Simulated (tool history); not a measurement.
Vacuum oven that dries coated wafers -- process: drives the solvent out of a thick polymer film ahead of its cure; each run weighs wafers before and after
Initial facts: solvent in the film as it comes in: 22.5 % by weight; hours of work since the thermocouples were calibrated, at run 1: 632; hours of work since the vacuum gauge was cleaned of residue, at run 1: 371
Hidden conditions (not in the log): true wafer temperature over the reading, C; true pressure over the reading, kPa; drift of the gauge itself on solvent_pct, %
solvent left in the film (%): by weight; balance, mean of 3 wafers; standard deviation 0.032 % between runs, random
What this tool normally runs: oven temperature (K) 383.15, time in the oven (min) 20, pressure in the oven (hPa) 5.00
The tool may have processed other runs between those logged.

run,day,oven temperature (K),time in the oven (min),pressure in the oven (hPa),hours of work since the thermocouples were calibrated,hours of work since the vacuum gauge was cleaned of residue,solvent left in the film (%)
1,0.000,383.15,20,5.00,632,371,0.94
2,3.204,383.15,20,5.00,692,431,0.92
3,5.346,383.15,20,6.12,732,471,1.00
4,7.554,383.15,20,6.12,773,512,1.01
5,9.400,383.15,20,5.00,808,546,0.91
6,12.554,383.15,20,5.00,866,605,1.00
7,15.329,383.15,20,8.95,918,657,1.07
8,17.829,383.15,20,5.00,965,703,0.92
9,21.304,383.15,20,5.00,1030,768,0.97
10,23.812,396.15,20,5.00,1076,815,0.15
11,25.621,396.15,20,5.00,1110,849,0.13
12,28.838,383.15,20,5.00,1170,908,0.94
# day 30.233: oven's thermocouples calibrated
13,32.133,383.15,20,18.35,35,968,1.57
14,35.308,383.15,20,5.00,95,1028,0.91
15,38.712,383.15,20,5.00,158,1091,0.97
16,41.162,383.15,20,5.00,204,1137,0.95
17,42.742,383.15,20,5.00,233,1166,0.87
18,45.562,383.15,20,5.00,286,1219,0.95
19,49.042,383.15,20,5.00,351,1284,0.93
20,52.196,383.15,20,5.00,409,1342,0.88
21,54.979,383.15,20,5.00,461,1394,1.01
22,57.112,383.15,20,5.00,501,1434,0.93
23,58.983,383.15,20,5.00,536,1469,0.95
24,61.892,383.15,20,5.00,590,1523,0.94
25,64.571,398.15,32,19.30,640,1573,0.56
26,66.667,398.15,32,19.30,679,1612,0.59
27,69.467,377.15,15,5.00,731,1664,3.48
28,71.958,380.15,16,9.63,778,1711,2.54
29,74.958,369.15,22,2.63,834,1767,3.99
30,78.225,369.15,22,2.63,895,1828,3.96
# day 80.796: vacuum gauge cleaned of residue and calibrated
31,81.342,391.15,22,2.68,951,10,0.19
32,84.771,383.15,15,4.83,1015,74,1.83
33,87.762,379.15,10,5.80,1071,130,5.24
34,90.646,379.15,10,5.80,1125,184,5.20
35,92.158,369.15,16,5.00,1153,212,6.09
36,94.121,369.15,28,5.00,1190,248,2.80
# day 94.446: oven's thermocouples calibrated
37,96.371,395.15,28,5.00,36,289,0.17
38,98.229,395.15,28,5.00,71,323,0.19
39,100.542,395.15,28,5.00,114,367,0.13
40,103.108,376.15,12,5.00,162,414,5.22
41,106.312,369.15,20,2.95,221,474,4.60
42,109.346,369.15,18,10.84,278,531,5.71
43,111.625,369.15,18,10.84,320,573,5.73
44,113.354,393.15,16,15.35,352,605,0.67
45,116.138,393.15,16,15.35,404,657,0.72
46,118.450,391.15,18,16.33,447,700,0.73
47,121.396,388.15,34,16.33,502,755,0.68
48,124.283,380.15,34,16.33,556,809,1.04

For each entry between runs, how does the tool's hidden state at the last listed run before it compare with that at the first listed run after it?
After run 12, before run 13: oven's thermocouples calibrated (day 30.233)
  true wafer temperature over the reading, C: 0.08 -> 0; true pressure over the reading, kPa: 0.015 -> 0.016
After run 30, before run 31: vacuum gauge cleaned of residue and calibrated (day 80.796)
  true pressure over the reading, kPa: 0.03 -> 0
After run 36, before run 37: oven's thermocouples calibrated (day 94.446)
  true wafer temperature over the reading, C: 0.07 -> 0.01
